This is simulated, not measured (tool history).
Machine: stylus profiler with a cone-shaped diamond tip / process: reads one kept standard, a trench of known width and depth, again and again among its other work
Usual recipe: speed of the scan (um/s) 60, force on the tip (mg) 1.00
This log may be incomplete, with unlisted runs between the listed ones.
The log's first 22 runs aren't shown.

run	hour	speed of the scan (um/s)	force on the tip (mg)	scans with this tip	hours of work since the height scale was calibrated	depth of the trench (Å)	width of the trench's floor (um)
23	807.5	29	1.00	7685	723	5037.4	26.77
24	846.4	225	1.00	7921	745	5036.7	25.22
25	895.3	219	0.46	8219	773	5023.1	24.54
26	938.7	219	0.46	8483	798	5023.1	24.55
27	963.0	17	0.46	8631	812	5022.8	26.73
28	993.4	76	1.67	8816	829	5051.9	26.55
# hour 1000.4: height scale calibrated on a step standard
29	1018.5	16	0.44	8966	10	5022.6	26.76
30	1045.6	126	0.44	9131	26	5021.3	25.52
31	1087.4	47	2.67	9385	50	5070.6	26.83
32	1108.5	82	1.00	9514	62	5037.9	26.36
33	1152.4	38	2.96	9781	87	5076.7	26.80
34	1185.3	31	0.71	9981	106	5028.3	26.69
35	1206.8	31	0.71	10112	118	5028.7	26.72
36	1254.8	230	0.35	10404	146	5018.9	23.97
37	1297.6	90	0.46	10665	170	5021.2	26.02
# hour 1310.6: new tip fitted, height scale calibrated
38	1349.5	20	0.76	237	22	5032.2	26.85
39	1388.9	49	0.49	477	45	5022.5	26.45
40	1434.3	24	0.55	753	71	5026.8	26.75
41	1473.4	24	0.55	991	93	5023.9	26.69

Each row is a separate what-if for the run after 41, all from the same tool condition, not one after another. Results?
A	1506.6	41	1.68	1193	112	?	?
B	1506.6	211	1.00	1193	112	?	?
C	1506.6	191	1.55	1193	112	?	?

run	depth of the trench (Å)	width of the trench's floor (um)
A	5050.9	26.76
B	5037.2	25.35
C	5049.7	25.84
What these runs would have given with no unlogged condition in the tool:
run	depth of the trench (Å)	width of the trench's floor (um)
A	5050.9	26.76
B	5037.2	25.35
C	5049.7	25.84
